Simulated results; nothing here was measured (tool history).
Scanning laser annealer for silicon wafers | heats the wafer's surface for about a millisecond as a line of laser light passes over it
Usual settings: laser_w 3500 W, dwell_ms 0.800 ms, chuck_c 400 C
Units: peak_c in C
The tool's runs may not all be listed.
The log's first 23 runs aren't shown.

run	hour	laser_w	dwell_ms	chuck_c	peak_c
24	426.1	3568	0.564	394	1038
25	436.7	3568	0.564	394	1035
26	448.6	3205	0.806	381	1070
27	462.2	3205	0.806	381	1072
28	474.9	3205	0.806	381	1069
29	491.1	3167	0.707	419	1049
30	508.6	3528	0.566	419	1057
31	519.5	3528	0.566	419	1053
32	536.8	3096	0.713	400	1017
33	551.9	3325	0.713	410	1082
34	568.0	3325	0.713	410	1083
35	585.6	3325	0.713	410	1086
36	600.3	3658	0.582	410	1086
37	612.3	3658	0.582	410	1085
38	623.4	3740	0.849	365	1230
39	633.1	3546	0.813	400	1192
40	656.6	3546	0.813	400	1188

5 ways to go on from here, each from the tool as it stands after run 40. What would each give?
A	679.2	3546	0.641	434	?
B	679.2	3212	0.800	400	?
C	679.2	3500	0.800	424	?
D	679.2	3616	0.965	370	?
E	679.2	3500	0.667	400	?

run	peak_c
A	1117
B	1091
C	1195
D	1265
E	1090
Without the tool's hidden state the same runs would have given:
run	peak_c
A	1118
B	1092
C	1195
D	1266
E	1090

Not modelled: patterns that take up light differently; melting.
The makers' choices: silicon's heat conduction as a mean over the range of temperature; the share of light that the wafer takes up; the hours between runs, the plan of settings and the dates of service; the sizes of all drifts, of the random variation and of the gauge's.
